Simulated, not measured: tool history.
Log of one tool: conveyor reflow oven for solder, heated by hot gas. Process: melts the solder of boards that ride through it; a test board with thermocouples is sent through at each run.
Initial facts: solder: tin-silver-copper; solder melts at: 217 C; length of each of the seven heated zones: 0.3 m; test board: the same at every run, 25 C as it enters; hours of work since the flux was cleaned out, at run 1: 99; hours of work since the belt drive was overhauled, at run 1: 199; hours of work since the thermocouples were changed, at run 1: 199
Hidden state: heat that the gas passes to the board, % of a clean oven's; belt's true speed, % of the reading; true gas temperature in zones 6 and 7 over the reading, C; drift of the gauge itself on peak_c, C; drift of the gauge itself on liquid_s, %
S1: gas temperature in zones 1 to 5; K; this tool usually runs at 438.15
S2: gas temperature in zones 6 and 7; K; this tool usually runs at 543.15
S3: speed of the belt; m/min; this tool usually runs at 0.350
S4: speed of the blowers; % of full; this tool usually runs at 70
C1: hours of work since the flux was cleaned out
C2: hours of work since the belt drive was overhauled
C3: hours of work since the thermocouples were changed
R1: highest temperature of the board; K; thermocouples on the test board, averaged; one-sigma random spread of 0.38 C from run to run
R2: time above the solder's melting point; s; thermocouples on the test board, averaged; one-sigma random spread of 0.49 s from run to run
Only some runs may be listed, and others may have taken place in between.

run,hour,S1,S2,S3,S4,C1,C2,C3,R1,R2
1,0.0,438.15,543.15,0.350,70,99,199,199,528.85,76.9
2,39.6,438.15,543.15,0.350,70,123,223,223,529.15,77.0
3,90.7,438.15,543.15,0.350,70,155,255,255,527.45,77.5
4,137.3,438.15,543.15,0.350,70,184,284,284,528.55,76.4
5,184.1,438.15,543.15,0.350,70,213,313,313,527.45,75.7
6,228.7,438.15,543.15,0.348,70,241,341,341,527.85,77.7
# hour 266.0: flux residue cleaned out of gas plates and filters
7,299.5,438.15,543.15,0.348,70,21,382,382,529.75,79.0
8,360.9,438.15,543.15,0.350,70,59,420,420,529.55,77.5
9,407.3,438.15,557.15,0.350,70,88,449,449,542.25,86.5
10,452.9,438.15,557.15,0.350,70,116,477,477,542.15,86.4
11,502.1,438.15,543.15,0.350,70,147,508,508,529.95,77.8
12,531.9,438.15,543.15,0.350,70,165,526,526,529.15,78.3
# hour 539.9: belt drive overhauled, speed set with a stopwatch
13,570.8,438.15,543.15,0.350,70,187,19,548,529.35,77.8
14,610.9,438.15,543.15,0.350,70,212,44,573,529.15,77.6
15,643.5,431.15,543.15,0.350,82,232,64,593,530.95,77.6
16,676.6,426.15,549.15,0.350,82,253,85,614,536.35,79.9
# hour 693.0: flux residue cleaned out of gas plates and filters
# hour 716.4: belt drive overhauled, speed set with a stopwatch, once more
17,727.0,426.15,556.15,0.350,82,19,7,639,543.75,84.5
18,789.2,426.15,556.15,0.350,82,57,45,678,544.15,83.9
19,820.9,432.15,543.15,0.350,58,77,65,698,524.85,68.1
20,871.8,432.15,543.15,0.350,71,109,97,729,528.75,74.1
21,922.7,432.15,543.15,0.350,71,140,128,761,528.95,74.6
22,973.1,438.15,533.15,0.301,77,172,160,792,526.55,90.4
23,1023.9,438.15,533.15,0.301,77,203,191,824,525.95,89.9
24,1068.4,424.15,543.15,0.337,70,231,219,852,528.95,74.2
# hour 1121.0: flux residue cleaned out of gas plates and filters
25,1126.8,444.15,543.15,0.380,70,4,252,885,529.65,73.0

Here are 4 independent what-if runs from the current tool condition. What would each one return?
A,1170.8,438.15,543.15,0.317,70,31,279,912,?,?
B,1170.8,443.15,552.15,0.367,70,31,279,912,?,?
C,1170.8,438.15,554.15,0.350,55,31,279,912,?,?
D,1170.8,444.15,543.15,0.369,70,31,279,912,?,?

run,R1,R2
A,533.95,91.1
B,538.05,83.3
C,534.65,80.5
D,529.75,75.7
Take away the tool's hidden state, keep each run's random variation, and the runs would have read:
run,R1,R2
A,531.65,88.9
B,535.85,81.5
C,532.45,78.3
D,527.55,73.6
